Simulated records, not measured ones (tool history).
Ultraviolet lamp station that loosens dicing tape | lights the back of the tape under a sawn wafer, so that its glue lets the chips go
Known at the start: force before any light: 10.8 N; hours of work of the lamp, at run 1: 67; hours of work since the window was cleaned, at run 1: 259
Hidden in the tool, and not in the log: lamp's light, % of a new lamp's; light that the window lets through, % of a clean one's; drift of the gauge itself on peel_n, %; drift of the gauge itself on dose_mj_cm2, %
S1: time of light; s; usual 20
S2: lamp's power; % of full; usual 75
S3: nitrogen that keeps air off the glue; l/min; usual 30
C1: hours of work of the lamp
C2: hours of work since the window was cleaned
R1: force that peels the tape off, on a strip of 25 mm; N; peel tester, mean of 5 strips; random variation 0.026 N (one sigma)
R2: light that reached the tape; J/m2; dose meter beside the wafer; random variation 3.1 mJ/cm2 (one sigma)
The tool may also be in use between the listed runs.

run,hour,S1,S2,S3,C1,C2,R1,R2
1,0.0,20,75,30,67,259,1.733,3990
2,8.5,20,75,30,72,264,1.785,3920
3,13.6,20,94,30,75,267,1.138,5000
4,21.0,20,94,30,79,272,1.150,4860
5,27.3,20,94,30,83,275,1.142,4910
6,38.4,20,66,30,89,282,2.155,3420
7,47.8,20,75,30,95,287,1.876,3860
8,57.7,20,75,30,101,293,1.866,3870
9,69.0,20,75,30,108,300,1.890,3890
10,79.4,20,75,38,114,306,1.580,3820
11,86.0,20,75,38,118,310,1.658,3790
12,93.8,20,75,38,122,315,1.621,3800
13,105.8,26,75,18,129,322,1.805,4890
# hour 112.0: window cleaned of glue's vapour
14,112.7,26,75,18,133,0,1.293,5940
15,125.1,26,75,18,140,8,1.227,5880
16,134.3,26,75,18,146,13,1.286,5910
17,141.6,20,87,49,150,17,0.649,5180
18,149.6,30,72,36,155,22,0.548,6470

Forecast run 19:
19,157.9,23,98,36,160,27,?,?

{"run 19": {"R1": 0.491, "R2": 6680}}
Without the tool's hidden state the same run would have given R1 0.432 N, R2 7020 J/m2.
